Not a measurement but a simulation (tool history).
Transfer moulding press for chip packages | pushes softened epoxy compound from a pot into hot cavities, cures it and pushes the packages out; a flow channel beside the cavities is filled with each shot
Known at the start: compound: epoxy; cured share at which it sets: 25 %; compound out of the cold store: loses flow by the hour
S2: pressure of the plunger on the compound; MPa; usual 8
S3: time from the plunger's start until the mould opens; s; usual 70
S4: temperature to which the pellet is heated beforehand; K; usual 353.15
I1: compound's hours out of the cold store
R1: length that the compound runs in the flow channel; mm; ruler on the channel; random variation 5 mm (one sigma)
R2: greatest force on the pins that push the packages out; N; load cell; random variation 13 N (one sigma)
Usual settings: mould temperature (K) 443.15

run 1 day=0 | mould_temperature_(K)=443.15 S2=8 S3=70 S4=353.15 | I1=36.7 | R1=764 R2=630
-- day=0.296 cavities cleaned with cleaning compound and waxed
run 2 day=1.267 | mould_temperature_(K)=443.15 S2=8 S3=70 S4=353.15 | I1=35.9 | R1=766 R2=593
-- day=2.262 cavities cleaned with cleaning compound and waxed
-- day=4.192 cavities cleaned with cleaning compound and waxed
run 3 day=4.2 | mould_temperature_(K)=443.15 S2=8 S3=70 S4=350.15 | I1=42.5 | R1=745 R2=620
-- day=4.529 mould's thermocouples calibrated
-- day=6.088 cavities cleaned with cleaning compound and waxed
run 4 day=6.383 | mould_temperature_(K)=450.15 S2=8 S3=70 S4=353.15 | I1=19.7 | R1=785 R2=418
run 5 day=7.696 | mould_temperature_(K)=443.15 S2=8 S3=70 S4=353.15 | I1=17.4 | R1=822 R2=669
-- day=7.875 cavities cleaned with cleaning compound and waxed
run 6 day=9.392 | mould_temperature_(K)=443.15 S2=8 S3=70 S4=352.15 | I1=44.7 | R1=730 R2=605
-- day=9.671 cavities cleaned with cleaning compound and waxed
-- day=11.608 plunger's sealing rings changed
-- day=11.671 cavities cleaned with cleaning compound and waxed
run 7 day=11.825 | mould_temperature_(K)=443.15 S2=8 S3=70 S4=352.15 | I1=30.8 | R1=775 R2=623
-- day=13.475 cavities cleaned with cleaning compound and waxed
run 8 day=13.592 | mould_temperature_(K)=443.15 S2=9.87 S3=70 S4=353.15 | I1=28.5 | R1=875 R2=597
-- day=15.354 cavities cleaned with cleaning compound and waxed
run 9 day=15.862 | mould_temperature_(K)=443.15 S2=9.87 S3=70 S4=353.15 | I1=38.9 | R1=836 R2=601
-- day=17.238 cavities cleaned with cleaning compound and waxed
run 10 day=18.721 | mould_temperature_(K)=443.15 S2=9.87 S3=96 S4=353.15 | I1=13.9 | R1=927 R2=414
-- day=19.029 cavities cleaned with cleaning compound and waxed
-- day=20.854 cavities cleaned with cleaning compound and waxed
run 11 day=21.267 | mould_temperature_(K)=443.15 S2=9.87 S3=96 S4=353.15 | I1=18 | R1=894 R2=401
-- day=22.783 cavities cleaned with cleaning compound and waxed
run 12 day=22.896 | mould_temperature_(K)=443.15 S2=9.87 S3=96 S4=353.15 | I1=15.2 | R1=911 R2=400
run 13 day=24.117 | mould_temperature_(K)=443.15 S2=9.87 S3=96 S4=353.15 | I1=33.9 | R1=860 R2=393
-- day=24.554 cavities cleaned with cleaning compound and waxed
-- day=26.346 cavities cleaned with cleaning compound and waxed
run 14 day=26.346 | mould_temperature_(K)=443.15 S2=9.87 S3=96 S4=353.15 | I1=45.5 | R1=810 R2=404
run 15 day=27.658 | mould_temperature_(K)=443.15 S2=8.85 S3=59 S4=359.15 | I1=20.3 | R1=845 R2=954
-- day=28.142 cavities cleaned with cleaning compound and waxed
-- day=28.45 plunger's sealing rings changed
run 16 day=29.138 | mould_temperature_(K)=435.15 S2=6.77 S3=59 S4=359.15 | I1=20.7 | R1=773 R2=1607
-- day=30.021 cavities cleaned with cleaning compound and waxed
-- day=31.85 cavities cleaned with cleaning compound and waxed
run 17 day=32.104 | mould_temperature_(K)=450.15 S2=6.77 S3=77 S4=349.15 | I1=45.8 | R1=657 R2=368
-- day=33.638 cavities cleaned with cleaning compound and waxed
run 18 day=34.529 | mould_temperature_(K)=450.15 S2=6.77 S3=85 S4=349.15 | I1=13.5 | R1=743 R2=383
-- day=35.629 cavities cleaned with cleaning compound and waxed
run 19 day=35.938 | mould_temperature_(K)=449.15 S2=8 S3=70 S4=361.15 | I1=27.3 | R1=758 R2=424
-- day=37.542 cavities cleaned with cleaning compound and waxed
run 20 day=38.75 | mould_temperature_(K)=449.15 S2=8 S3=70 S4=353.15 | I1=23.5 | R1=779 R2=449
-- day=39.45 cavities cleaned with cleaning compound and waxed
run 21 day=40.383 | mould_temperature_(K)=443.15 S2=9.38 S3=66 S4=353.15 | I1=23.8 | R1=877 R2=743
-- day=41.217 cavities cleaned with cleaning compound and waxed
-- day=43.017 cavities cleaned with cleaning compound and waxed
run 22 day=43.017 | mould_temperature_(K)=443.15 S2=9.38 S3=70 S4=344.15 | I1=31.6 | R1=836 R2=646
-- day=44.933 mould's thermocouples calibrated
-- day=44.996 cavities cleaned with cleaning compound and waxed
-- day=45.246 plunger's sealing rings changed
run 23 day=45.262 | mould_temperature_(K)=443.15 S2=9.22 S3=70 S4=353.15 | I1=11.5 | R1=895 R2=629
-- day=46.908 cavities cleaned with cleaning compound and waxed
run 24 day=47.4 | mould_temperature_(K)=443.15 S2=9.22 S3=70 S4=353.15 | I1=17.7 | R1=867 R2=625
-- day=48.896 cavities cleaned with cleaning compound and waxed
run 25 day=50.154 | mould_temperature_(K)=443.15 S2=9.22 S3=70 S4=353.15 | I1=31.1 | R1=826 R2=601
-- day=50.838 cavities cleaned with cleaning compound and waxed
run 26 day=51.662 | mould_temperature_(K)=443.15 S2=9.22 S3=70 S4=353.15 | I1=10.9 | R1=906 R2=670
-- day=52.667 cavities cleaned with cleaning compound and waxed
run 27 day=52.925 | mould_temperature_(K)=443.15 S2=8.85 S3=105 S4=353.15 | I1=18.9 | R1=849 R2=380

Measured less the same run without the tool's hidden state. The same run-to-run variation is in both; the gauge's scatter may not be:
The hidden state here: true mould temperature over the reading, C; pressure that reaches the compound, % of what is set; grip of the stained cavities, % over clean ones'; drift of the gauge itself on flow_mm, %; drift of the gauge itself on push_out_n, %.
run=1 R2=+9
run=2 R2=+5
run=3 R2=+1
run=4 R2=+1
run=5 R2=+8
run=6 R2=+8
run=7 R2=+1
run=8 R2=+1
run=9 R2=+3
run=10 R2=+5
run=11 R2=+2
run=12 R2=+1
run=13 R2=+4
run=14 R2=+0
run=15 R2=+11
run=16 R2=+13
run=17 R2=+2
run=18 R2=+3
run=19 R2=+2
run=20 R2=+5
run=21 R2=+8
run=22 R2=+1
run=23 R2=+1
run=24 R2=+3
run=25 R2=+5
run=26 R2=+5
run=27 R2=+1
R1: within 2 mm of the measured result in every run.
